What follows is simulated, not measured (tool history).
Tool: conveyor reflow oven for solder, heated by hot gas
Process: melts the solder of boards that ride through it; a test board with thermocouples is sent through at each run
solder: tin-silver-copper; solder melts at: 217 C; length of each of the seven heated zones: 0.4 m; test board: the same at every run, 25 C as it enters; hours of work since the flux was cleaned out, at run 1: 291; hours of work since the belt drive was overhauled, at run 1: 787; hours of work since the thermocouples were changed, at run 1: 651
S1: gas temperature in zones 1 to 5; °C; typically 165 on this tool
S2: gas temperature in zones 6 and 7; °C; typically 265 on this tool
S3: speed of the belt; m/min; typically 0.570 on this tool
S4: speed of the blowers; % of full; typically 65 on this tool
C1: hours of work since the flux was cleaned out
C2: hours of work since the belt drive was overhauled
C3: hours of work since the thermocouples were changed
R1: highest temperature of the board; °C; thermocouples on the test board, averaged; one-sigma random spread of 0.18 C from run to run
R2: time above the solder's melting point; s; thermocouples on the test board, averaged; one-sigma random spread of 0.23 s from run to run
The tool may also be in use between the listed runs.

Run 1, hour 0.0: usual settings; C1 291; C2 787; C3 651. Result: R1 247.7 °C, R2 55.7 s.
Run 2, hour 40.8: usual settings; C1 310; C2 805; C3 669. Result: R1 247.9 °C, R2 55.8 s.
At hour 51.2: flux residue cleaned out of gas plates and filters.
Run 3, hour 78.4: usual settings but S2 278 °C; C1 12; C2 819; C3 684. Result: R1 261.9 °C, R2 67.9 s.
Run 4, hour 105.0: usual settings but S2 264 °C; C1 24; C2 831; C3 696. Result: R1 249.3 °C, R2 58.3 s.
Run 5, hour 135.2: usual settings but S2 264 °C; C1 37; C2 845; C3 709. Result: R1 249.3 °C, R2 57.9 s.
Run 6, hour 174.6: usual settings but S2 256 °C; C1 55; C2 862; C3 727. Result: R1 242.3 °C, R2 51.3 s.
Run 7, hour 227.2: usual settings but S2 256 °C; C1 78; C2 886; C3 750. Result: R1 241.8 °C, R2 51.2 s.
Run 8, hour 281.0: usual settings but S2 256 °C; C1 102; C2 910; C3 774. Result: R1 241.8 °C, R2 50.8 s.
Run 9, hour 313.7: usual settings but S3 0.516 m/min; C1 117; C2 924; C3 789. Result: R1 253.0 °C, R2 69.0 s.
Run 10, hour 342.0: usual settings but S3 0.516 m/min; C1 130; C2 937; C3 801. Result: R1 252.7 °C, R2 69.1 s.
Run 11, hour 387.7: usual settings but S1 175 °C, S2 272 °C, S4 63 % of full; C1 150; C2 957; C3 822. Result: R1 257.2 °C, R2 68.4 s.
Run 12, hour 438.1: usual settings but S1 175 °C, S2 272 °C, S4 63 % of full; C1 172; C2 980; C3 844. Result: R1 257.2 °C, R2 68.4 s.
Run 13, hour 472.9: usual settings but S1 175 °C, S2 272 °C, S4 63 % of full; C1 188; C2 995; C3 860. Result: R1 256.9 °C, R2 68.2 s.
Run 14, hour 508.3: usual settings but S1 175 °C, S2 272 °C, S4 63 % of full; C1 204; C2 1011; C3 875. Result: R1 256.8 °C, R2 67.6 s.
Run 15, hour 554.0: usual settings but S4 77 % of full; C1 224; C2 1031; C3 896. Result: R1 251.6 °C, R2 60.7 s.
Run 16, hour 577.8: usual settings but S4 77 % of full; C1 235; C2 1042; C3 906. Result: R1 252.1 °C, R2 60.7 s.
Run 17, hour 601.2: usual settings but S1 160 °C, S3 0.636 m/min; C1 245; C2 1052; C3 917. Result: R1 243.7 °C, R2 44.6 s.
Run 18, hour 648.5: usual settings but S2 255 °C, S3 0.638 m/min, S4 82 % of full; C1 266; C2 1073; C3 938. Result: R1 240.2 °C, R2 43.2 s.

3 options for the next run, each taken on its own from the tool as it stands now. Forecast them:
Run A, hour 681.0: usual settings but S2 255 °C, S3 0.638 m/min, S4 82 % of full; C1 280; C2 1088; C3 952. Result: R1 ?, R2 ?.
Run B, hour 681.0: usual settings but S1 170 °C, S2 274 °C, S3 0.638 m/min, S4 82 % of full; C1 280; C2 1088; C3 952. Result: R1 ?, R2 ?.
Run C, hour 681.0: usual settings but S2 273 °C, S3 0.524 m/min, S4 55 % of full; C1 280; C2 1088; C3 952. Result: R1 ?, R2 ?.

run     R1    R2
  A  240.1  43.2
  B  257.6  59.8
  C  256.3  69.9
With the hidden condition removed and each run's random variation left untouched, the same runs would have given:
run     R1    R2
  A  239.6  42.5
  B  257.3  58.5
  C  255.1  67.6

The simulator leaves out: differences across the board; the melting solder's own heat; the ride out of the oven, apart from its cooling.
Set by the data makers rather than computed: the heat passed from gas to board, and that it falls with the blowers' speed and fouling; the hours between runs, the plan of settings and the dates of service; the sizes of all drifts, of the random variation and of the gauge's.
